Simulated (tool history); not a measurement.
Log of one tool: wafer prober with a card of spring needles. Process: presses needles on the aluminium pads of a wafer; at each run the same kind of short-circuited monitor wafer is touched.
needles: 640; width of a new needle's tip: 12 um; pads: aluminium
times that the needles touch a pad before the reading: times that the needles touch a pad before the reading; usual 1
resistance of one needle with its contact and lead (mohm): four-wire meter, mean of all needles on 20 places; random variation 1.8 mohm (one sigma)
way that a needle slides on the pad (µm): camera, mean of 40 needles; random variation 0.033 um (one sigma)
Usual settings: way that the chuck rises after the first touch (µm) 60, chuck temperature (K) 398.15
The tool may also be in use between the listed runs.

run   hour  way that the chuck rises after the first touch (µm)  chuck temperature (K)  times that the needles touch a pad before the reading  resistance of one needle with its contact and lead (mohm)  way that a needle slides on the pad (µm)
  1    0.0                                                   60                 398.15                                                      1                                                        190                                      9.30
       8.7  -- tips cleaned on abrasive film
      23.4  -- tips cleaned on abrasive film
  2   28.1                                                   60                 398.15                                                      1                                                        186                                      9.37
      38.4  -- tips cleaned on abrasive film
  3   45.7                                                   60                 398.15                                                      1                                                        186                                      9.27
      53.4  -- tips cleaned on abrasive film
  4   59.8                                                   60                 398.15                                                      1                                                        186                                      9.37
      67.4  -- tips cleaned on abrasive film
  5   73.1                                                   60                 398.15                                                      2                                                        183                                      9.29
      82.4  -- tips cleaned on abrasive film
      96.7  -- tips cleaned on abrasive film
  6   99.1                                                   60                 398.15                                                      2                                                        187                                      9.36
     110.1  -- tips cleaned on abrasive film
  7  121.7                                                   60                 398.15                                                      2                                                        188                                      9.37
     123.9  -- tips cleaned on abrasive film
     138.1  -- tips cleaned on abrasive film
     152.4  -- tips cleaned on abrasive film
  8  153.5                                                   60                 398.15                                                      2                                                        186                                      9.36
     166.3  -- tips cleaned on abrasive film
  9  166.4                                                   60                 398.15                                                      2                                                        187                                      9.32
     180.0  -- tips cleaned on abrasive film
 10  186.9                                                   60                 398.15                                                      1                                                        186                                      9.35
     194.7  -- tips cleaned on abrasive film
     209.0  -- tips cleaned on abrasive film
     218.8  -- height of the first contact set anew
 11  218.8                                                   60                 398.15                                                      1                                                        185                                      9.34
     223.5  -- tips cleaned on abrasive film
     238.4  -- tips cleaned on abrasive film
 12  248.0                                                   60                 398.15                                                      1                                                        188                                      9.37
     252.2  -- tips cleaned on abrasive film
     266.1  -- tips cleaned on abrasive film
 13  276.5                                                   60                 398.15                                                      1                                                        187                                      9.37
     281.0  -- tips cleaned on abrasive film
     294.6  -- tips cleaned on abrasive film
 14  301.7                                                   68                 398.15                                                      1                                                        185                                     10.64
     309.6  -- tips cleaned on abrasive film
     323.4  -- tips cleaned on abrasive film
 15  329.8                                                   68                 398.15                                                      1                                                        188                                     10.60
     337.7  -- tips cleaned on abrasive film
     351.2  -- tips cleaned on abrasive film
 16  359.7                                                   60                 398.15                                                      1                                                        184                                      9.40
     365.5  -- tips cleaned on abrasive film
     379.1  -- tips cleaned on abrasive film
 17  382.4                                                   59                 331.15                                                      1                                                        173                                      9.26
     392.6  -- tips cleaned on abrasive film
     405.8  -- tips cleaned on abrasive film
 18  407.9                                                   63                 336.15                                                      1                                                        172                                      9.87
     419.9  -- tips cleaned on abrasive film
 19  422.7                                                   51                 334.15                                                      3                                                        174                                      7.98
     434.5  -- tips cleaned on abrasive film
 20  440.3                                                   70                 360.15                                                      1                                                        180                                     10.93
     448.7  -- tips cleaned on abrasive film
     463.1  -- tips cleaned on abrasive film
 21  463.1                                                   70                 360.15                                                      1                                                        179                                     10.99
     477.8  -- tips cleaned on abrasive film
 22  489.7                                                   70                 360.15                                                      1                                                        180                                     10.99
     492.6  -- tips cleaned on abrasive film
     507.8  -- tips cleaned on abrasive film
 23  519.3                                                   57                 299.15                                                      1                                                        169                                      8.94
     521.8  -- tips cleaned on abrasive film
     535.7  -- tips cleaned on abrasive film
 24  539.2                                                   69                 330.15                                                      1                                                        172                                     10.85
     548.8  -- tips cleaned on abrasive film
 25  556.6                                                   59                 330.15                                                      1                                                        169                                      9.26
     563.7  -- tips cleaned on abrasive film
 26  572.6                                                   80                 330.15                                                      1                                                        170                                     12.59
     577.1  -- tips cleaned on abrasive film
 27  587.4                                                   58                 333.15                                                      1                                                        175                                      9.07
     590.4  -- tips cleaned on abrasive film
 28  601.7                                                   77                 380.15                                                      2                                                        183                                     12.18
     604.4  -- tips cleaned on abrasive film
     620.3  -- tips cleaned on abrasive film
 29  628.3                                                   77                 380.15                                                      2                                                        181                                     12.15
     633.5  -- tips cleaned on abrasive film
     647.8  -- tips cleaned on abrasive film
 30  651.4                                                   77                 380.15                                                      2                                                        181                                     12.14
     662.2  -- tips cleaned on abrasive film
     675.8  -- tips cleaned on abrasive film
     677.8  -- height of the first contact set anew
 31  682.7                                                   51                 299.15                                                      2                                                        167                                      8.08

The same runs without the tool's hidden state, with the same run-to-run variation:
The hidden state here: debris on the tips, nm; way that the needles fall short of the set height, um; tips' diameter, um; drift of the gauge itself on contact_mohm, %; drift of the gauge itself on scrub_um, %.
run  way that a needle slides on the pad (µm)
  1                                      9.31
  2                                      9.37
  3                                      9.27
  4                                      9.35
  5                                      9.27
  6                                      9.34
  7                                      9.35
  8                                      9.32
  9                                      9.28
 10                                      9.31
 11                                      9.29
 12                                      9.32
 13                                      9.31
 14                                     10.56
 15                                     10.51
 16                                      9.32
 17                                      9.18
 18                                      9.77
 19                                      7.89
 20                                     10.81
 21                                     10.87
 22                                     10.86
 23                                      8.83
 24                                     10.71
 25                                      9.14
 26                                     12.41
 27                                      8.94
 28                                     12.00
 29                                     11.96
 30                                     11.95
 31                                      7.95
resistance of one needle with its contact and lead (mohm): within 1 of the measured result in every run.
